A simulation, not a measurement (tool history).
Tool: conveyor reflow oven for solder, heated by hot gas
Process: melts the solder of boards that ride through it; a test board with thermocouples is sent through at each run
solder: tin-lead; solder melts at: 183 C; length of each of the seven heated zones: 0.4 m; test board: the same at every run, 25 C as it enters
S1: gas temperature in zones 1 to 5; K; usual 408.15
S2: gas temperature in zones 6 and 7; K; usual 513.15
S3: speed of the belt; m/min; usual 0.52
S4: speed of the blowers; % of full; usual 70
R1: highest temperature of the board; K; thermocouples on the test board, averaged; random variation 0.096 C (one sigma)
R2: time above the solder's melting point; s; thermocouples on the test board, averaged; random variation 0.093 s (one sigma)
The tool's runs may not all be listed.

| run | day | S1 | S2 | S3 | S4 | R1 | R2 |
|---|---|---|---|---|---|---|---|
| 1 | 0 | 408.15 | 513.15 | 0.52 | 70 | 495.74 | 72.7 |
| 2 | 0.496 | 408.15 | 513.15 | 0.52 | 70 | 495.73 | 72.56 |
| 3 | 0.854 | 408.15 | 513.15 | 0.52 | 70 | 495.58 | 72.41 |
| 4 | 1.154 | 408.15 | 513.15 | 0.52 | 70 | 495.63 | 72.48 |
| 5 | 1.608 | 408.15 | 513.15 | 0.52 | 63 | 494.53 | 71.06 |
| 6 | 2.129 | 408.15 | 513.15 | 0.52 | 63 | 494.32 | 70.92 |
| 7 | 2.538 | 408.15 | 513.15 | 0.52 | 63 | 494.2 | 71.07 |
| 8 | 2.988 | 408.15 | 513.15 | 0.52 | 63 | 494.08 | 70.96 |
| 9 | 3.312 | 408.15 | 513.15 | 0.52 | 70 | 495.71 | 72.58 |
| 10 | 3.6 | 408.15 | 513.15 | 0.52 | 70 | 495.72 | 72.4 |
| 11 | 3.825 | 408.15 | 513.15 | 0.423 | 85 | 503.65 | 97.67 |
| 12 | 4.15 | 408.15 | 513.15 | 0.437 | 70 | 501.01 | 92.06 |
| 13 | 4.492 | 411.15 | 513.15 | 0.52 | 58 | 493.8 | 71.68 |
| 14 | 4.879 | 408.15 | 513.15 | 0.52 | 70 | 495.62 | 72.27 |
| 15 | 5.108 | 408.15 | 513.15 | 0.52 | 70 | 495.7 | 72.35 |
| 16 | 5.538 | 422.15 | 528.15 | 0.437 | 63 | 515.3 | 107.47 |
| 17 | 5.838 | 422.15 | 528.15 | 0.437 | 63 | 515.35 | 107.41 |
| 18 | 6.2 | 422.15 | 528.15 | 0.437 | 63 | 515.26 | 107.5 |
| 19 | 6.546 | 422.15 | 528.15 | 0.437 | 63 | 515.18 | 107.45 |
|  | 6.879 | thermocouples of zones 6 and 7 changed |
| 20 | 7.042 | 396.15 | 520.15 | 0.576 | 53 | 490.33 | 55.82 |

3 ways to go on from here, each from the tool as it stands after run 20. What would each give?
| A | 7.575 | 408.15 | 513.15 | 0.478 | 58 | ? | ? |
| B | 7.575 | 420.15 | 527.15 | 0.454 | 53 | ? | ? |
| C | 7.575 | 396.15 | 520.15 | 0.571 | 51 | ? | ? |

| run | R1 | R2 |
|---|---|---|
| A | 495.78 | 79.21 |
| B | 510.68 | 100.47 |
| C | 490.21 | 56.01 |
Without the tool's hidden state the same runs would have given:
| run | R1 | R2 |
|---|---|---|
| A | 496.35 | 79.55 |
| B | 511.18 | 100.38 |
| C | 491 | 56.64 |

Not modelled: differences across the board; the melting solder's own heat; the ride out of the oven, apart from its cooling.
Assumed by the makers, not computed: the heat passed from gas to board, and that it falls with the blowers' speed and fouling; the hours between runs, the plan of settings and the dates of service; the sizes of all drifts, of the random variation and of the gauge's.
